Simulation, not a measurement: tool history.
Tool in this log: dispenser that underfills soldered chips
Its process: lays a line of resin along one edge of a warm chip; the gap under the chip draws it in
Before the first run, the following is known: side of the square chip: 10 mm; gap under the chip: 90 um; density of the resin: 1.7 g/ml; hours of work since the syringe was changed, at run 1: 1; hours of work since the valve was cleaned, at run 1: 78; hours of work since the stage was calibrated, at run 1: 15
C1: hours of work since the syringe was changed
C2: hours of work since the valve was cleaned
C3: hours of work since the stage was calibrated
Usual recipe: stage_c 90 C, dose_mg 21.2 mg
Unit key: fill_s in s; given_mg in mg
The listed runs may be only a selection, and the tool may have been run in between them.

Run 1, hour 0.0: usual settings; C1 1; C2 78; C3 15. Result: fill_s 29.4 s, given_mg 19.55 mg.
At hour 1.9: dispensing valve cleaned and set on the balance.
Run 2, hour 7.8: usual settings; C1 5; C2 4; C3 20. Result: fill_s 38.7 s, given_mg 20.95 mg.
At hour 12.4: new syringe of resin.
Run 3, hour 12.4: usual settings; C1 0; C2 7; C3 23. Result: fill_s 26.6 s, given_mg 21.27 mg.
Run 4, hour 20.1: usual settings but dose_mg 21.0 mg; C1 5; C2 13; C3 28. Result: fill_s 38.4 s, given_mg 20.79 mg.
At hour 24.4: new syringe of resin.
Run 5, hour 28.3: usual settings; C1 3; C2 18; C3 34. Result: fill_s 31.9 s, given_mg 20.88 mg.
Run 6, hour 35.5: usual settings; C1 8; C2 23; C3 39. Result: fill_s 43.2 s, given_mg 20.73 mg.
At hour 36.6: new syringe of resin.
Run 7, hour 44.2: usual settings; C1 5; C2 29; C3 45. Result: fill_s 37.7 s, given_mg 20.73 mg.
At hour 48.7: new syringe of resin.
Run 8, hour 49.9: usual settings; C1 1; C2 33; C3 48. Result: fill_s 28.6 s, given_mg 20.85 mg.
Run 9, hour 57.5: usual settings; C1 6; C2 38; C3 54. Result: fill_s 40.3 s, given_mg 20.31 mg.
At hour 60.6: new syringe of resin.
Run 10, hour 62.3: usual settings; C1 1; C2 41; C3 57. Result: fill_s 28.1 s, given_mg 20.33 mg.
Run 11, hour 66.3: usual settings; C1 4; C2 44; C3 60. Result: fill_s 34.5 s, given_mg 20.43 mg.
Run 12, hour 71.9: usual settings but dose_mg 18.3 mg; C1 8; C2 48; C3 64. Result: fill_s 45.9 s, given_mg 17.41 mg.
At hour 72.7: new syringe of resin.
Run 13, hour 79.5: usual settings but stage_c 98 C, dose_mg 22.3 mg; C1 5; C2 53; C3 69. Result: fill_s 25.6 s, given_mg 21.35 mg.
Run 14, hour 84.0: usual settings but stage_c 98 C, dose_mg 22.3 mg; C1 8; C2 56; C3 72. Result: fill_s 31.5 s, given_mg 21.04 mg.
At hour 85.1: new syringe of resin.
Run 15, hour 89.1: usual settings but stage_c 98 C, dose_mg 22.3 mg; C1 3; C2 60; C3 75. Result: fill_s 23.7 s, given_mg 21.24 mg.
Run 16, hour 95.2: usual settings but stage_c 98 C, dose_mg 22.3 mg; C1 7; C2 64; C3 80. Result: fill_s 30.5 s, given_mg 20.92 mg.
At hour 97.4: new syringe of resin.
Run 17, hour 98.9: usual settings but stage_c 98 C, dose_mg 22.3 mg; C1 1; C2 66; C3 82. Result: fill_s 20.4 s, given_mg 21.06 mg.
Run 18, hour 103.9: usual settings but stage_c 98 C, dose_mg 22.3 mg; C1 5; C2 70; C3 85. Result: fill_s 25.5 s, given_mg 21.08 mg.

For run 19, what comes out?
Run 19, hour 108.6: usual settings but stage_c 103 C, dose_mg 19.0 mg; C1 8; C2 73; C3 89. Result: fill_s ?, given_mg ?.

fill_s: 28.0 s
given_mg: 17.74 mg
Take away the tool's hidden state, keep the run-to-run variation as it was, and the same run would have given fill_s 17.6 s, given_mg 19.01 mg.
